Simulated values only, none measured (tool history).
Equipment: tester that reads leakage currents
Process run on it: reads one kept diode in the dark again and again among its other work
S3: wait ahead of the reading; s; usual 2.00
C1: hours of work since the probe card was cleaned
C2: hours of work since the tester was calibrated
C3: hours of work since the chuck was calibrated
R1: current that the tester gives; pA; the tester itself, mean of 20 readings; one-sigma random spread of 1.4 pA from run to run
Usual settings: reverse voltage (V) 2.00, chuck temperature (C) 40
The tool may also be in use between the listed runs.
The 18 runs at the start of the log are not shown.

{"run": 19, "day": 41.042, "reverse voltage (V)": 2.43, "chuck temperature (C)": 37, "S3": 2.0, "C1": 1173, "C2": 1257, "C3": 1774, "R1": 379.95}
{"run": 20, "day": 44.117, "reverse voltage (V)": 2.43, "chuck temperature (C)": 37, "S3": 2.0, "C1": 1215, "C2": 1299, "C3": 1816, "R1": 380.34}
{"run": 21, "day": 47.238, "reverse voltage (V)": 2.43, "chuck temperature (C)": 37, "S3": 2.0, "C1": 1258, "C2": 1342, "C3": 1859, "R1": 380.88}
{"run": 22, "day": 49.2, "reverse voltage (V)": 18.94, "chuck temperature (C)": 40, "S3": 2.89, "C1": 1285, "C2": 1369, "C3": 1886, "R1": 1072.4}
{"run": 23, "day": 51.75, "reverse voltage (V)": 5.8, "chuck temperature (C)": 40, "S3": 2.0, "C1": 1321, "C2": 1405, "C3": 1922, "R1": 682.38}
{"run": 24, "day": 53.412, "reverse voltage (V)": 5.8, "chuck temperature (C)": 40, "S3": 2.0, "C1": 1344, "C2": 1428, "C3": 1945, "R1": 682.97}
{"run": 25, "day": 56.425, "reverse voltage (V)": 16.69, "chuck temperature (C)": 40, "S3": 7.82, "C1": 1385, "C2": 1469, "C3": 1986, "R1": 1019.6}
{"day": 59.375, "done": "chuck's temperature calibrated"}
{"run": 26, "day": 59.671, "reverse voltage (V)": 16.69, "chuck temperature (C)": 40, "S3": 7.82, "C1": 1429, "C2": 1513, "C3": 4, "R1": 1024.13}
{"run": 27, "day": 61.462, "reverse voltage (V)": 3.06, "chuck temperature (C)": 40, "S3": 2.0, "C1": 1454, "C2": 1538, "C3": 29, "R1": 534.17}
{"run": 28, "day": 63.383, "reverse voltage (V)": 10.22, "chuck temperature (C)": 34, "S3": 0.65, "C1": 1480, "C2": 1564, "C3": 55, "R1": 514.53}
{"run": 29, "day": 65.317, "reverse voltage (V)": 10.22, "chuck temperature (C)": 46, "S3": 8.43, "C1": 1507, "C2": 1591, "C3": 82, "R1": 1385.68}
{"day": 67.733, "done": "probe card cleaned and baked"}
{"run": 30, "day": 68.062, "reverse voltage (V)": 2.34, "chuck temperature (C)": 22, "S3": 4.54, "C1": 5, "C2": 1627, "C3": 118, "R1": 97.74}
{"run": 31, "day": 70.708, "reverse voltage (V)": 16.33, "chuck temperature (C)": 33, "S3": 2.26, "C1": 41, "C2": 1664, "C3": 155, "R1": 556.96}
{"run": 32, "day": 72.442, "reverse voltage (V)": 1.87, "chuck temperature (C)": 32, "S3": 1.49, "C1": 65, "C2": 1687, "C3": 179, "R1": 223.89}
{"run": 33, "day": 75.412, "reverse voltage (V)": 1.87, "chuck temperature (C)": 32, "S3": 1.49, "C1": 106, "C2": 1728, "C3": 220, "R1": 223.13}
{"run": 34, "day": 77.179, "reverse voltage (V)": 6.94, "chuck temperature (C)": 32, "S3": 3.36, "C1": 130, "C2": 1753, "C3": 244, "R1": 371.76}

What will run 35 give?
{"run": 35, "day": 79.754, "reverse voltage (V)": 6.94, "chuck temperature (C)": 32, "S3": 3.36, "C1": 166, "C2": 1788, "C3": 280, "R1": "?"}

Logged for run 35: R1 367.36 pA.
Without the tool's hidden state the same run would have given R1 367.41 pA.
